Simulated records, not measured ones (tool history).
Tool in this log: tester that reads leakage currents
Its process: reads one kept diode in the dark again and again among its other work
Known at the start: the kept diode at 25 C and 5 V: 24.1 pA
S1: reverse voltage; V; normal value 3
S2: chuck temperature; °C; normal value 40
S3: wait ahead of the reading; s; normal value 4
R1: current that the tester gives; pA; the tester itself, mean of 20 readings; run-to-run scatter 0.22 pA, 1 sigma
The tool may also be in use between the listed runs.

Run 1, hour 0: usual settings. Result: R1 75.04 pA.
Run 2, hour 133: usual settings but S1 2.27 V. Result: R1 69.45 pA.
Run 3, hour 240.3: usual settings. Result: R1 76.8 pA.
Run 4, hour 331.2: usual settings but S3 0.36 s. Result: R1 77.72 pA.
Run 5, hour 413.2: usual settings. Result: R1 77.75 pA.
Run 6, hour 535.3: usual settings. Result: R1 79.11 pA.
Run 7, hour 621.2: usual settings. Result: R1 79.29 pA.
At hour 633.6: tester calibrated.
Run 8, hour 735.4: usual settings. Result: R1 79.21 pA.
At hour 746.7: probe card cleaned and baked.
Run 9, hour 809: usual settings. Result: R1 80.26 pA.
Run 10, hour 925: usual settings. Result: R1 81.3 pA.
Run 11, hour 1023.4: usual settings but S1 1.63 V, S2 46 °C, S3 1.16 s. Result: R1 107.4 pA.
Run 12, hour 1147: usual settings but S2 38 °C. Result: R1 70.72 pA.
Run 13, hour 1249.4: usual settings but S2 38 °C. Result: R1 71.98 pA.
Run 14, hour 1347.7: usual settings but S1 9.83 V, S2 21 °C, S3 3.42 s. Result: R1 30.15 pA.
At hour 1440.6: chuck's temperature calibrated.
Run 15, hour 1479.7: usual settings but S1 12.65 V, S2 34 °C, S3 3.42 s. Result: R1 78.54 pA.
Run 16, hour 1550.3: usual settings but S1 3.73 V, S2 25 °C, S3 3.42 s. Result: R1 25.2 pA.

Results per run with the tool's hidden condition removed, run-to-run variation unchanged:
Hidden conditions of the tool in this case: stray current of the dirty probe card, pA a volt; current scale over the true one, %; true chuck temperature over the reading, C; drift of the gauge itself on leakage_pa, %.
run     R1
  1  72.65
  2  66.42
  3  72.69
  4     73
  5  72.48
  6     73
  7  72.53
  8  72.52
  9  72.61
 10  72.74
 11  96.56
 12  61.69
 13  62.15
 14  21.23
 15   69.5
 16  22.24
